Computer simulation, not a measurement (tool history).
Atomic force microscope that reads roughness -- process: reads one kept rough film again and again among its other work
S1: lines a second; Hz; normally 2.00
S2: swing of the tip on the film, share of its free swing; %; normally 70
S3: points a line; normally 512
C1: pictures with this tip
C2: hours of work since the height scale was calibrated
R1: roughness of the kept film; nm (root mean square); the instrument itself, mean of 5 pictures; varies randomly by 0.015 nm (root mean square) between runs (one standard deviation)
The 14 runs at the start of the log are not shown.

run,hour,S1,S2,S3,C1,C2,R1
15,211.9,1.23,70,512,24,622,3.567
16,223.1,1.23,70,512,39,631,3.521
17,246.0,1.23,70,512,70,649,3.412
18,258.4,1.23,70,793,87,658,3.367
19,282.1,2.00,70,512,120,677,3.136
# hour 290.9: new tip fitted
20,302.2,2.00,70,512,15,692,3.449
21,314.5,2.00,70,284,32,702,3.361
22,327.7,2.00,70,284,50,712,3.312

What does the tool deliver on the next run?
23,342.8,2.49,63,932,71,724,?

Run 23 came out at R1 3.344 nm (root mean square).
With the hidden condition absent and the run-to-run variation left alone, this run would have shown R1 3.622 nm (root mean square).

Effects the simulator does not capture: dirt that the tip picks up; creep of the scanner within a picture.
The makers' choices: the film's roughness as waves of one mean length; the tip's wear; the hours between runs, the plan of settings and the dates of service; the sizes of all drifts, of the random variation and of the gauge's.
